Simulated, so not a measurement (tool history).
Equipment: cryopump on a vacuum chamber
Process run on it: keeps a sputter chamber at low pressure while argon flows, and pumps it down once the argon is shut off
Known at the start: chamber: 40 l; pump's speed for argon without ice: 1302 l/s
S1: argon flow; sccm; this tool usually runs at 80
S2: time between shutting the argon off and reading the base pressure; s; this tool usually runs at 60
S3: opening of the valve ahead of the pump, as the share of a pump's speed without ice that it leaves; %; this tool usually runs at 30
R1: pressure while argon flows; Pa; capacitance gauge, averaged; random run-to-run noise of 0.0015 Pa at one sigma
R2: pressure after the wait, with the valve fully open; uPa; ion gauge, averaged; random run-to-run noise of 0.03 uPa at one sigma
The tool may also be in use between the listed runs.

run 1 day=0 | S1=80 S2=60 S3=30 | R1=0.3538 R2=1.6
run 2 day=0.488 | S1=39 S2=60 S3=30 | R1=0.1716 R2=1.61
run 3 day=1.442 | S1=49 S2=60 S3=30 | R1=0.2179 R2=1.63
run 4 day=2.262 | S1=80 S2=60 S3=30 | R1=0.3547 R2=1.69
run 5 day=3.175 | S1=80 S2=60 S3=27 | R1=0.3939 R2=1.71
run 6 day=3.958 | S1=80 S2=60 S3=27 | R1=0.3971 R2=1.76
run 7 day=4.604 | S1=80 S2=60 S3=27 | R1=0.3927 R2=1.78
run 8 day=5.188 | S1=80 S2=60 S3=27 | R1=0.3979 R2=1.78
run 9 day=5.662 | S1=80 S2=60 S3=27 | R1=0.3968 R2=1.85
run 10 day=6.496 | S1=80 S2=60 S3=30 | R1=0.3591 R2=1.83
run 11 day=7.446 | S1=80 S2=60 S3=30 | R1=0.3571 R2=1.88
run 12 day=8.417 | S1=80 S2=60 S3=30 | R1=0.3591 R2=1.91
run 13 day=9.233 | S1=80 S2=287 S3=30 | R1=0.3599 R2=0.92
run 14 day=9.8 | S1=80 S2=60 S3=35 | R1=0.3112 R2=1.99
run 15 day=10.388 | S1=80 S2=60 S3=35 | R1=0.312 R2=2.05
run 16 day=11.058 | S1=80 S2=60 S3=35 | R1=0.3112 R2=2.06
run 17 day=12.071 | S1=80 S2=60 S3=35 | R1=0.3091 R2=2.06
run 18 day=12.621 | S1=69 S2=110 S3=19 | R1=0.4878 R2=1.52
run 19 day=13.033 | S1=69 S2=110 S3=19 | R1=0.4851 R2=1.45
run 20 day=13.538 | S1=73 S2=30 S3=23 | R1=0.425 R2=3.41
run 21 day=14.2 | S1=73 S2=30 S3=23 | R1=0.4291 R2=3.42
run 22 day=14.817 | S1=32 S2=30 S3=20 | R1=0.2143 R2=3.44
run 23 day=15.371 | S1=58 S2=174 S3=20 | R1=0.3872 R2=1.31
run 24 day=15.954 | S1=58 S2=174 S3=20 | R1=0.3897 R2=1.36
run 25 day=16.508 | S1=60 S2=69 S3=17 | R1=0.4697 R2=2.06
run 26 day=16.962 | S1=131 S2=69 S3=35 | R1=0.5151 R2=2.09
run 27 day=17.654 | S1=48 S2=60 S3=40 | R1=0.1668 R2=2.25
run 28 day=18.288 | S1=48 S2=22 S3=37 | R1=0.1799 R2=4.65
run 29 day=19.062 | S1=48 S2=24 S3=55 | R1=0.1254 R2=4.15
run 30 day=19.638 | S1=48 S2=24 S3=55 | R1=0.1261 R2=4.31
run 31 day=20.417 | S1=47 S2=60 S3=31 | R1=0.2093 R2=2.39
run 32 day=21.425 | S1=47 S2=60 S3=31 | R1=0.2102 R2=2.45
run 33 day=21.983 | S1=47 S2=60 S3=31 | R1=0.2119 R2=2.5
run 34 day=22.662 | S1=46 S2=45 S3=18 | R1=0.345 R2=3.03

Alternative continuations, all from the tool just after run 34; predict every row:
run A day=23.658 | S1=71 S2=264 S3=30 | R1=? R2=?
run B day=23.658 | S1=53 S2=35 S3=30 | R1=? R2=?
run C day=23.658 | S1=38 S2=22 S3=18 | R1=? R2=?
run D day=23.658 | S1=76 S2=45 S3=53 | R1=? R2=?

run=A R1=0.3283 R2=1.57
run=B R1=0.2455 R2=3.48
run=C R1=0.2835 R2=4.78
run=D R1=0.2094 R2=2.93
Stripped of hidden state, with their random variation kept, the same runs would have yielded:
run=A R1=0.3073 R2=0.54
run=B R1=0.2298 R2=2.45
run=C R1=0.2723 R2=3.76
run=D R1=0.1869 R2=1.92

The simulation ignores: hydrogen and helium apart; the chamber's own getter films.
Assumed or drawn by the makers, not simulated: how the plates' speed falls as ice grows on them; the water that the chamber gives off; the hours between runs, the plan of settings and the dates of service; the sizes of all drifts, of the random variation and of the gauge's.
